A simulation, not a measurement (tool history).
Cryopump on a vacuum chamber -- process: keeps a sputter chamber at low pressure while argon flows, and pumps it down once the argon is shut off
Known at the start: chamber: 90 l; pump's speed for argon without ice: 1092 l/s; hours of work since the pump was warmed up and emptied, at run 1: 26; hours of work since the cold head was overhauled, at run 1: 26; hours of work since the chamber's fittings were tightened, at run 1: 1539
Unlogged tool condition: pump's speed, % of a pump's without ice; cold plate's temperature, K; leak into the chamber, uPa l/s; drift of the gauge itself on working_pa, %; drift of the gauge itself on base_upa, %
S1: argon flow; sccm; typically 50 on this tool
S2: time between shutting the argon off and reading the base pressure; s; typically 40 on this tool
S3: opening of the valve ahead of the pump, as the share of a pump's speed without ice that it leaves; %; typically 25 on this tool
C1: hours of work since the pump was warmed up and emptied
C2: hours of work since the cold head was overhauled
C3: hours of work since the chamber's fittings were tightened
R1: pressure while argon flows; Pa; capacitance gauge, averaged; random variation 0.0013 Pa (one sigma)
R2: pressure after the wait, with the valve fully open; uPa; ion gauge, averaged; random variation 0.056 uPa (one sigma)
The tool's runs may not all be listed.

| run | hour | S1 | S2 | S3 | C1 | C2 | C3 | R1 | R2 |
|---|---|---|---|---|---|---|---|---|---|
| 1 | 0 | 50 | 40 | 25 | 26 | 26 | 1539 | 0.3124 | 3.89 |
| 2 | 113.1 | 66 | 40 | 25 | 83 | 83 | 1596 | 0.4172 | 3.92 |
| 3 | 210.8 | 66 | 40 | 25 | 132 | 132 | 1645 | 0.4166 | 3.89 |
| 4 | 261.4 | 66 | 40 | 25 | 157 | 157 | 1670 | 0.417 | 4.04 |
| 5 | 365.6 | 66 | 40 | 25 | 209 | 209 | 1722 | 0.4206 | 4.01 |
| 6 | 444.5 | 66 | 40 | 25 | 248 | 248 | 1762 | 0.4268 | 3.95 |
| 7 | 541.4 | 66 | 40 | 25 | 297 | 297 | 1810 | 0.4286 | 4.05 |
| 8 | 629 | 53 | 40 | 25 | 341 | 341 | 1854 | 0.347 | 4.13 |
| 9 | 740.2 | 53 | 40 | 25 | 396 | 396 | 1910 | 0.3491 | 4.02 |
| 10 | 827 | 53 | 40 | 25 | 440 | 440 | 1953 | 0.3515 | 4.12 |
| 11 | 928.5 | 50 | 40 | 25 | 490 | 490 | 2004 | 0.3382 | 4.22 |
| 12 | 1016.8 | 50 | 40 | 25 | 535 | 535 | 2048 | 0.3422 | 4.22 |
| 13 | 1068.7 | 50 | 23 | 25 | 561 | 561 | 2074 | 0.3405 | 6.69 |
|  | 1133.4 | pump warmed up, emptied and cooled again |
| 14 | 1172.3 | 50 | 40 | 25 | 19 | 610 | 2123 | 0.3118 | 3.98 |
| 15 | 1236.8 | 50 | 40 | 25 | 52 | 642 | 2155 | 0.3159 | 4.06 |
| 16 | 1303.6 | 50 | 40 | 25 | 85 | 676 | 2189 | 0.315 | 4.04 |
| 17 | 1408.6 | 41 | 40 | 25 | 138 | 728 | 2241 | 0.2602 | 4.12 |
| 18 | 1512.1 | 41 | 40 | 25 | 189 | 780 | 2293 | 0.2637 | 4.23 |
| 19 | 1618 | 28 | 40 | 35 | 242 | 833 | 2346 | 0.1308 | 4.18 |
| 20 | 1688 | 50 | 150 | 22 | 277 | 868 | 2381 | 0.3648 | 1.87 |
| 21 | 1739.3 | 50 | 150 | 22 | 303 | 893 | 2407 | 0.3691 | 1.91 |
| 22 | 1828.6 | 50 | 150 | 22 | 348 | 938 | 2451 | 0.3721 | 1.93 |
| 23 | 1930.7 | 50 | 150 | 22 | 399 | 989 | 2502 | 0.3749 | 1.95 |
| 24 | 1988.2 | 26 | 150 | 51 | 428 | 1018 | 2531 | 0.0914 | 2.06 |
| 25 | 2099.3 | 50 | 61 | 25 | 483 | 1074 | 2587 | 0.3377 | 3.29 |
| 26 | 2183.1 | 62 | 27 | 25 | 525 | 1115 | 2629 | 0.4214 | 6.15 |
| 27 | 2238.5 | 29 | 281 | 22 | 553 | 1143 | 2656 | 0.2227 | 1.7 |
|  | 2316.4 | pump warmed up, emptied and cooled again |
| 28 | 2338.6 | 50 | 46 | 18 | 11 | 1191 | 2704 | 0.4277 | 3.73 |
| 29 | 2437 | 84 | 130 | 36 | 60 | 1240 | 2753 | 0.3687 | 2.01 |
| 30 | 2506.3 | 46 | 40 | 15 | 95 | 1275 | 2788 | 0.4817 | 4.24 |
| 31 | 2560.6 | 50 | 40 | 54 | 122 | 1302 | 2815 | 0.1497 | 4.25 |
| 32 | 2634.9 | 50 | 40 | 54 | 159 | 1339 | 2852 | 0.1532 | 4.34 |
| 33 | 2740.2 | 50 | 35 | 28 | 212 | 1392 | 2905 | 0.2863 | 4.7 |

Table of differences, measured result less the result of that run with no hidden state. Run-to-run variation is the same in both. Gauge scatter possibly is not:
| run | R1 | R2 |
|---|---|---|
| 1 | +0.0017 | +0.4 |
| 2 | +0.0055 | +0.44 |
| 3 | +0.0084 | +0.46 |
| 4 | +0.0099 | +0.49 |
| 5 | +0.0131 | +0.51 |
| 6 | +0.0155 | +0.53 |
| 7 | +0.019 | +0.58 |
| 8 | +0.0179 | +0.62 |
| 9 | +0.0215 | +0.65 |
| 10 | +0.0244 | +0.7 |
| 11 | +0.0272 | +0.76 |
| 12 | +0.0303 | +0.8 |
| 13 | +0.032 | +0.84 |
| 14 | +0.0024 | +0.55 |
| 15 | +0.0037 | +0.58 |
| 16 | +0.0051 | +0.6 |
| 17 | +0.0063 | +0.64 |
| 18 | +0.0085 | +0.69 |
| 19 | +0.0072 | +0.72 |
| 20 | +0.0147 | +0.76 |
| 21 | +0.0163 | +0.77 |
| 22 | +0.0192 | +0.81 |
| 23 | +0.0223 | +0.86 |
| 24 | +0.0126 | +0.93 |
| 25 | +0.0281 | +0.96 |
| 26 | +0.0385 | +1.04 |
| 27 | +0.0193 | +1.02 |
| 28 | +0.0022 | +0.69 |
| 29 | +0.0071 | +0.73 |
| 30 | +0.0052 | +0.77 |
| 31 | +0.0068 | +0.78 |
| 32 | +0.0087 | +0.82 |
| 33 | +0.0111 | +0.84 |
